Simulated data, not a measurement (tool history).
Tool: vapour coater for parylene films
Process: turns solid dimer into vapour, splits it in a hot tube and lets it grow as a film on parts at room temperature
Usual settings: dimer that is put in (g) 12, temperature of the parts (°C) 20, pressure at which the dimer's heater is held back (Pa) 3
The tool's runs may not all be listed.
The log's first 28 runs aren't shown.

run     day  dimer that is put in (g)  temperature of the parts (°C)  pressure at which the dimer's heater is held back (Pa)  thickness of the film (um)
 29  55.375                        10                             20                                                       3                        6.49
 30  56.658                        12                             15                                                    9.79                        7.43
 31  57.988                        22                             20                                                       3                       14.37
 32  59.867                        19                             17                                                    7.19                        11.9
 33  62.371                         9                             32                                                   10.14                        4.24
 34   63.75                         9                             32                                                   10.14                        4.28
 35  66.033                        18                             23                                                    3.93                       10.58
     67.588  -- trap's valve overhauled
 36  68.596                        12                             17                                                       3                        8.68
 37  70.796                        17                             26                                                       3                       10.65
 38  72.817                        17                             26                                                       3                       10.59
 39  73.917                        16                             18                                                    8.07                       10.31
 40  75.671                         9                             32                                                       3                        5.06
 41  76.846                        10                             31                                                   11.92                        5.03
 42  78.938                         7                             22                                                    8.02                        4.21
 43  81.583                        10                             19                                                    2.77                           7
 44  82.883                        17                             20                                                    8.56                       10.25
 45  84.429                         5                             31                                                    3.98                        2.74
 46  86.954                         5                             31                                                    3.98                        2.75
 47  88.975                         8                             20                                                   10.74                        4.76

3 ways to go on from here, each from the tool as it stands after run 47. What would each give?
  A  91.538                        12                             13                                                       3                           ?
  B  91.538                         9                             20                                                    3.47                           ?
  C  91.538                         8                             20                                                    2.74                           ?

run  thickness of the film (um)
  A                        9.03
  B                        6.03
  C                        5.43
Without the tool's hidden state the same runs would have given:
run  thickness of the film (um)
  A                        9.18
  B                        6.13
  C                        5.53
